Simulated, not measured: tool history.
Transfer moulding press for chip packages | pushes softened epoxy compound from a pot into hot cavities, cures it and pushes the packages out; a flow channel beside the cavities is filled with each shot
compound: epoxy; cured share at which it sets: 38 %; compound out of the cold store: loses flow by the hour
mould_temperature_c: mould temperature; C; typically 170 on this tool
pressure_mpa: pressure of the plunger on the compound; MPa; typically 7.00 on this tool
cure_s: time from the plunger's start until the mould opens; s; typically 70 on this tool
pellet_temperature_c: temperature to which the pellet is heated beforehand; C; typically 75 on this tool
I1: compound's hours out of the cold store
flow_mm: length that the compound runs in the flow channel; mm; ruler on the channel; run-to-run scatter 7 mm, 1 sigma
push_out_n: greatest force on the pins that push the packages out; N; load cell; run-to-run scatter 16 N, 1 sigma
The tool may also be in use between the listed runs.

{"run": 1, "hour": 0.0, "mould_temperature_c": 170, "pressure_mpa": 7.0, "cure_s": 70, "pellet_temperature_c": 75, "I1": 29.4, "flow_mm": 737, "push_out_n": 1463}
{"run": 2, "hour": 5.5, "mould_temperature_c": 170, "pressure_mpa": 7.0, "cure_s": 70, "pellet_temperature_c": 75, "I1": 28.3, "flow_mm": 754, "push_out_n": 1517}
{"hour": 8.9, "done": "cavities cleaned with cleaning compound and waxed"}
{"run": 3, "hour": 13.1, "mould_temperature_c": 170, "pressure_mpa": 7.0, "cure_s": 70, "pellet_temperature_c": 75, "I1": 21.8, "flow_mm": 777, "push_out_n": 933}
{"run": 4, "hour": 24.8, "mould_temperature_c": 170, "pressure_mpa": 7.0, "cure_s": 70, "pellet_temperature_c": 75, "I1": 10.2, "flow_mm": 773, "push_out_n": 1191}
{"run": 5, "hour": 31.5, "mould_temperature_c": 170, "pressure_mpa": 7.0, "cure_s": 70, "pellet_temperature_c": 75, "I1": 30.4, "flow_mm": 733, "push_out_n": 1224}
{"run": 6, "hour": 38.3, "mould_temperature_c": 170, "pressure_mpa": 7.0, "cure_s": 70, "pellet_temperature_c": 75, "I1": 36.3, "flow_mm": 726, "push_out_n": 1261}
{"run": 7, "hour": 50.4, "mould_temperature_c": 170, "pressure_mpa": 7.0, "cure_s": 70, "pellet_temperature_c": 75, "I1": 46.7, "flow_mm": 703, "push_out_n": 1363}
{"run": 8, "hour": 62.6, "mould_temperature_c": 170, "pressure_mpa": 7.0, "cure_s": 70, "pellet_temperature_c": 75, "I1": 34.5, "flow_mm": 722, "push_out_n": 1497}
{"hour": 66.9, "done": "cavities cleaned with cleaning compound and waxed"}
{"run": 9, "hour": 75.4, "mould_temperature_c": 170, "pressure_mpa": 7.0, "cure_s": 70, "pellet_temperature_c": 75, "I1": 42.7, "flow_mm": 702, "push_out_n": 974}
{"run": 10, "hour": 85.4, "mould_temperature_c": 170, "pressure_mpa": 7.0, "cure_s": 70, "pellet_temperature_c": 75, "I1": 25.2, "flow_mm": 740, "push_out_n": 1205}
{"run": 11, "hour": 93.9, "mould_temperature_c": 170, "pressure_mpa": 7.0, "cure_s": 70, "pellet_temperature_c": 75, "I1": 25.7, "flow_mm": 738, "push_out_n": 1290}
{"run": 12, "hour": 104.1, "mould_temperature_c": 174, "pressure_mpa": 5.52, "cure_s": 70, "pellet_temperature_c": 75, "I1": 36.3, "flow_mm": 626, "push_out_n": 1019}
{"run": 13, "hour": 116.4, "mould_temperature_c": 169, "pressure_mpa": 5.52, "cure_s": 70, "pellet_temperature_c": 67, "I1": 42.7, "flow_mm": 620, "push_out_n": 1572}
{"hour": 125.2, "done": "cavities cleaned with cleaning compound and waxed"}
{"run": 14, "hour": 125.6, "mould_temperature_c": 170, "pressure_mpa": 5.86, "cure_s": 102, "pellet_temperature_c": 75, "I1": 11.8, "flow_mm": 684, "push_out_n": 450}
{"run": 15, "hour": 136.1, "mould_temperature_c": 170, "pressure_mpa": 5.86, "cure_s": 102, "pellet_temperature_c": 75, "I1": 31.8, "flow_mm": 648, "push_out_n": 556}
{"run": 16, "hour": 148.3, "mould_temperature_c": 176, "pressure_mpa": 6.16, "cure_s": 70, "pellet_temperature_c": 75, "I1": 23.0, "flow_mm": 662, "push_out_n": 845}
{"run": 17, "hour": 157.4, "mould_temperature_c": 172, "pressure_mpa": 6.16, "cure_s": 84, "pellet_temperature_c": 75, "I1": 34.1, "flow_mm": 645, "push_out_n": 803}
{"hour": 164.0, "done": "plunger's sealing rings changed"}
{"run": 18, "hour": 165.9, "mould_temperature_c": 171, "pressure_mpa": 8.02, "cure_s": 84, "pellet_temperature_c": 75, "I1": 17.5, "flow_mm": 892, "push_out_n": 903}
{"run": 19, "hour": 177.9, "mould_temperature_c": 170, "pressure_mpa": 7.0, "cure_s": 56, "pellet_temperature_c": 75, "I1": 45.4, "flow_mm": 768, "push_out_n": 2493}
{"hour": 186.2, "done": "cavities cleaned with cleaning compound and waxed"}
{"run": 20, "hour": 186.7, "mould_temperature_c": 170, "pressure_mpa": 6.94, "cure_s": 67, "pellet_temperature_c": 75, "I1": 34.9, "flow_mm": 794, "push_out_n": 923}
{"run": 21, "hour": 193.9, "mould_temperature_c": 174, "pressure_mpa": 7.0, "cure_s": 63, "pellet_temperature_c": 75, "I1": 20.3, "flow_mm": 802, "push_out_n": 981}

Here are 4 independent what-if runs from the current tool condition. What would each one return?
{"run": "A", "hour": 203.5, "mould_temperature_c": 172, "pressure_mpa": 7.0, "cure_s": 81, "pellet_temperature_c": 74, "I1": 44.5, "flow_mm": "?", "push_out_n": "?"}
{"run": "B", "hour": 203.5, "mould_temperature_c": 170, "pressure_mpa": 7.0, "cure_s": 70, "pellet_temperature_c": 83, "I1": 11.9, "flow_mm": "?", "push_out_n": "?"}
{"run": "C", "hour": 203.5, "mould_temperature_c": 167, "pressure_mpa": 7.0, "cure_s": 70, "pellet_temperature_c": 76, "I1": 22.4, "flow_mm": "?", "push_out_n": "?"}
{"run": "D", "hour": 203.5, "mould_temperature_c": 170, "pressure_mpa": 7.0, "cure_s": 53, "pellet_temperature_c": 65, "I1": 15.5, "flow_mm": "?", "push_out_n": "?"}

run=A flow_mm=769 push_out_n=742
run=B flow_mm=831 push_out_n=1132
run=C flow_mm=823 push_out_n=1404
run=D flow_mm=832 push_out_n=2589
What these runs would have given with no unlogged condition in the tool:
run=A flow_mm=781 push_out_n=516
run=B flow_mm=845 push_out_n=794
run=C flow_mm=836 push_out_n=986
run=D flow_mm=845 push_out_n=1796
